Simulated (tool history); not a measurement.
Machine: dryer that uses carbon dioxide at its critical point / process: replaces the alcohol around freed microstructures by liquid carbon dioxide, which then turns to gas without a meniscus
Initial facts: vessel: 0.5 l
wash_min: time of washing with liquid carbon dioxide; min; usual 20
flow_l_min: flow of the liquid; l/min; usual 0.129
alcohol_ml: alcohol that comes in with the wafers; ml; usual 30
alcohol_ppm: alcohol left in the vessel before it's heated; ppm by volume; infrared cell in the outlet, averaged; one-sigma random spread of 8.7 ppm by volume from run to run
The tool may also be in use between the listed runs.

run,hour,wash_min,flow_l_min,alcohol_ml,alcohol_ppm
1,0.0,20,0.129,30,580
2,8.7,24,0.129,30,253
3,25.2,24,0.129,30,249
4,42.1,20,0.129,30,634
5,51.5,20,0.129,30,623
6,63.1,20,0.129,30,641
7,72.3,23,0.129,20,243
8,88.3,20,0.135,30,531
9,102.0,20,0.135,30,542
10,119.4,17,0.134,28,1076
11,131.5,17,0.134,28,1083
12,143.1,28,0.134,36,149

Alternative continuations, all from the tool just after run 12; predict every row:
A,152.9,28,0.134,32,?
B,152.9,28,0.129,52,?
C,152.9,16,0.154,30,?

run,alcohol_ppm
A,139
B,235
C,853
Had the tool no hidden state, the same runs would have come out as:
run,alcohol_ppm
A,63
B,119
C,564

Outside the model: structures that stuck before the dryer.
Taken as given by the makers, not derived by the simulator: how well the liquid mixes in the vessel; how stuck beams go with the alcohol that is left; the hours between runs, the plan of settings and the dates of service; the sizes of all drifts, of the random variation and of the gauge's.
